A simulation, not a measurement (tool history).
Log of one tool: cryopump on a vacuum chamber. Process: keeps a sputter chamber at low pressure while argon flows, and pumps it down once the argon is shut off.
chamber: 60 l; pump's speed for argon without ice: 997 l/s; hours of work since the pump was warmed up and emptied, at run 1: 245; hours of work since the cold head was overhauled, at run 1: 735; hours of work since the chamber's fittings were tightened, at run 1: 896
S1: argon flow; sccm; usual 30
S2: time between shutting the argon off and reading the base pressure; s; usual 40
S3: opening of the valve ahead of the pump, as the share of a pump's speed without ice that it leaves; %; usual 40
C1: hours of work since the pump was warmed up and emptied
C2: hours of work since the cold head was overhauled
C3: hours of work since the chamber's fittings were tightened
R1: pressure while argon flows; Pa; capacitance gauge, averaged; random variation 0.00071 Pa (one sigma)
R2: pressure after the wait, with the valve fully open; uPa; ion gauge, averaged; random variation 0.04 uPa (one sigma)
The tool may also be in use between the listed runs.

run   hour  S1   S2  S3   C1   C2    C3      R1    R2
  1    0.0  30   40  40  245  735   896  0.1342  2.68
  2   52.6  30   21  40  277  767   928  0.1337  4.66
  3  112.5  30   21  40  313  803   964  0.1376  4.40
  4  176.5  30   21  40  351  841  1002  0.1379  4.52
  5  204.5  30  128  40  368  858  1019  0.1395  1.41
  6  266.5  30  128  40  405  895  1056  0.1395  1.48

The next listed run, before its measurement:
  7  298.1  30  22  27  424  914  1075   ?   ?

{"run 7": {"R1": 0.2034, "R2": 4.45}}
Without the tool's hidden state the same run would have given R1 0.1892 Pa, R2 3.90 uPa.
